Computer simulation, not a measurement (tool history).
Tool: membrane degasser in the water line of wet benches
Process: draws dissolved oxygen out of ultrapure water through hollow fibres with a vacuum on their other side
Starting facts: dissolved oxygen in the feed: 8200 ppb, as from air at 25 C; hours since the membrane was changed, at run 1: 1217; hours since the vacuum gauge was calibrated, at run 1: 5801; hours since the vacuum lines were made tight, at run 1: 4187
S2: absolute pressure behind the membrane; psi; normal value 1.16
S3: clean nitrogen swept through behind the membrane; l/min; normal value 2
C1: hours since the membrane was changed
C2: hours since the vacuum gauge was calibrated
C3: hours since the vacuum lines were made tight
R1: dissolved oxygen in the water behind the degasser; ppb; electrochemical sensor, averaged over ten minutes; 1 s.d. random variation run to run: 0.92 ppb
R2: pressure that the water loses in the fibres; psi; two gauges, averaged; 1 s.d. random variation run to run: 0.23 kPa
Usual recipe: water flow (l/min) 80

run 1 hour=0 | water_flow_(l/min)=80 S2=1.16 S3=2 | C1=1217 C2=5801 C3=4187 | R1=379 R2=8.572
run 2 hour=29.9 | water_flow_(l/min)=80 S2=1.16 S3=2 | C1=1247 C2=5831 C3=4217 | R1=379.6 R2=8.67
run 3 hour=82.8 | water_flow_(l/min)=80 S2=1.16 S3=2 | C1=1299 C2=5883 C3=4270 | R1=380.5 R2=8.609
run 4 hour=124.3 | water_flow_(l/min)=71 S2=1.16 S3=2 | C1=1341 C2=5925 C3=4311 | R1=344.6 R2=7.645
run 5 hour=147.2 | water_flow_(l/min)=80 S2=0.782 S3=2 | C1=1364 C2=5948 C3=4334 | R1=182.3 R2=8.64
run 6 hour=192.1 | water_flow_(l/min)=80 S2=0.782 S3=2 | C1=1409 C2=5993 C3=4379 | R1=182.4 R2=8.615
run 7 hour=221.8 | water_flow_(l/min)=80 S2=1.16 S3=5.89 | C1=1439 C2=6022 C3=4409 | R1=154.5 R2=8.636
run 8 hour=251.6 | water_flow_(l/min)=80 S2=1.16 S3=5.89 | C1=1468 C2=6052 C3=4439 | R1=154.6 R2=8.624
run 9 hour=295 | water_flow_(l/min)=80 S2=1.16 S3=5.89 | C1=1512 C2=6096 C3=4482 | R1=154.4 R2=8.636
run 10 hour=320.5 | water_flow_(l/min)=80 S2=1.205 S3=2 | C1=1537 C2=6121 C3=4508 | R1=403.1 R2=8.654
run 11 hour=346.8 | water_flow_(l/min)=80 S2=1.205 S3=2 | C1=1563 C2=6147 C3=4534 | R1=402.5 R2=8.707
run 12 hour=373.9 | water_flow_(l/min)=80 S2=1.16 S3=2.52 | C1=1591 C2=6175 C3=4561 | R1=317.6 R2=8.654
run 13 hour=412.6 | water_flow_(l/min)=80 S2=1.16 S3=2 | C1=1629 C2=6213 C3=4600 | R1=381.8 R2=8.598
run 14 hour=452.3 | water_flow_(l/min)=80 S2=1.16 S3=2 | C1=1669 C2=6253 C3=4639 | R1=381 R2=8.63
run 15 hour=505.3 | water_flow_(l/min)=79 S2=1.16 S3=2 | C1=1722 C2=6306 C3=4692 | R1=377.1 R2=8.547
run 16 hour=535.7 | water_flow_(l/min)=79 S2=2.296 S3=2 | C1=1752 C2=6336 C3=4723 | R1=918.7 R2=8.556
run 17 hour=569 | water_flow_(l/min)=123 S2=1.968 S3=0.95 | C1=1786 C2=6370 C3=4756 | R1=1652.6 R2=13.258
run 18 hour=604.5 | water_flow_(l/min)=123 S2=1.968 S3=0.95 | C1=1821 C2=6405 C3=4792 | R1=1649.4 R2=13.275
run 19 hour=644.3 | water_flow_(l/min)=80 S2=1.16 S3=3.64 | C1=1861 C2=6445 C3=4831 | R1=234.2 R2=8.659
run 20 hour=689.1 | water_flow_(l/min)=80 S2=1.16 S3=3.64 | C1=1906 C2=6490 C3=4876 | R1=234.3 R2=8.678
run 21 hour=714.6 | water_flow_(l/min)=80 S2=1.16 S3=3.64 | C1=1931 C2=6515 C3=4902 | R1=235.1 R2=8.654
run 22 hour=752.9 | water_flow_(l/min)=77 S2=0.924 S3=1.47 | C1=1970 C2=6554 C3=4940 | R1=316.3 R2=8.311
run 23 hour=798.4 | water_flow_(l/min)=77 S2=0.924 S3=0.98 | C1=2015 C2=6599 C3=4985 | R1=417 R2=8.327

Run 24, settings as shown, results not yet in. Your forecast:
run 24 hour=838.3 | water_flow_(l/min)=77 S2=0.924 S3=0.98 | C1=2055 C2=6639 C3=5025 | R1=? R2=?

{"run 24": {"R1": 417.1, "R2": 8.289}}
Had the tool carried no hidden state, the very same run would have given R1 406 ppb, R2 8.206 psi.

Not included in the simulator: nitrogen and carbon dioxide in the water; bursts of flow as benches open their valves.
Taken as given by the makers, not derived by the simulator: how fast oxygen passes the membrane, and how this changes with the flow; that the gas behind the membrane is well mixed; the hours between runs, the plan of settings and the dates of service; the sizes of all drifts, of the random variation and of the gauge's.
